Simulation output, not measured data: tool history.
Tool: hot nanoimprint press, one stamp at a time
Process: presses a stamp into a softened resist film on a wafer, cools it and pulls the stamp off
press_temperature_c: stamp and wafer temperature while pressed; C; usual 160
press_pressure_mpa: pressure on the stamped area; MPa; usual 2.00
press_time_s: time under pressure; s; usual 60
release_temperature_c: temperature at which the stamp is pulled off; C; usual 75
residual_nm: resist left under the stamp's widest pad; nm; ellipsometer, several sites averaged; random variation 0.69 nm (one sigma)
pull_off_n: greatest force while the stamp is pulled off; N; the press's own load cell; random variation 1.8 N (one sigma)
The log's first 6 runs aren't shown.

run,hour,press_temperature_c,press_pressure_mpa,press_time_s,release_temperature_c,hours of work since the thermocouple was calibrated,imprints on the stamp's release coat,hours of work since the press's seals were changed,residual_nm,pull_off_n
# hour 40.0: stamp cleaned and given a new release coat
7,46.1,160,2.00,60,79,116,34,116,111.6,140
8,52.9,160,2.00,36,75,121,71,121,134.2,153
9,60.1,160,2.00,60,79,126,110,126,112.7,143
10,66.5,160,2.00,60,75,131,145,131,111.9,153
11,77.1,160,2.00,60,75,138,204,139,112.1,150
12,88.3,160,2.00,60,63,146,265,147,110.3,183
13,96.6,160,2.00,60,63,152,311,153,110.6,186
14,103.9,160,2.00,60,63,158,351,158,111.8,190
# hour 107.4: plate thermocouple calibrated
15,111.8,160,2.00,60,75,3,378,162,108.8,155
16,119.9,160,2.00,92,75,9,423,168,93.8,156
17,129.1,163,2.40,92,75,16,473,174,75.7,157
18,137.9,167,2.45,82,73,22,522,181,67.2,164
19,143.8,160,1.54,57,67,26,554,185,125.5,179
# hour 149.4: plate thermocouple calibrated, once more
20,156.5,160,1.54,57,67,5,607,192,130.4,184
21,164.0,160,1.54,57,67,11,649,197,131.5,179
22,174.8,166,2.44,100,67,18,708,205,67.7,181
23,186.4,166,2.44,100,67,27,772,214,66.6,184
24,194.0,166,2.44,100,67,32,814,219,67.6,187
25,200.2,157,3.15,47,67,37,848,224,114.2,187
26,207.9,160,1.49,60,64,42,890,229,128.9,198
27,218.6,160,1.49,60,64,50,949,237,129.8,193
28,229.4,160,1.49,95,65,58,1009,245,108.5,195
29,234.7,160,1.49,95,65,62,1038,248,107.7,196
30,243.4,151,2.40,83,77,68,1085,255,132.9,162

4 ways to go on from here, each from the tool as it stands after run 30. What would each give?
A,248.6,151,2.40,83,70,72,1114,258,?,?
B,248.6,160,2.00,60,70,72,1114,258,?,?
C,248.6,151,2.40,107,77,72,1114,258,?,?
D,248.6,149,3.00,60,76,72,1114,258,?,?

run,residual_nm,pull_off_n
A,132.7,184
B,112.5,183
C,120.0,164
D,145.1,168
Without the tool's hidden state the same runs would have given:
run,residual_nm,pull_off_n
A,133.2,166
B,112.9,164
C,120.5,147
D,145.4,151

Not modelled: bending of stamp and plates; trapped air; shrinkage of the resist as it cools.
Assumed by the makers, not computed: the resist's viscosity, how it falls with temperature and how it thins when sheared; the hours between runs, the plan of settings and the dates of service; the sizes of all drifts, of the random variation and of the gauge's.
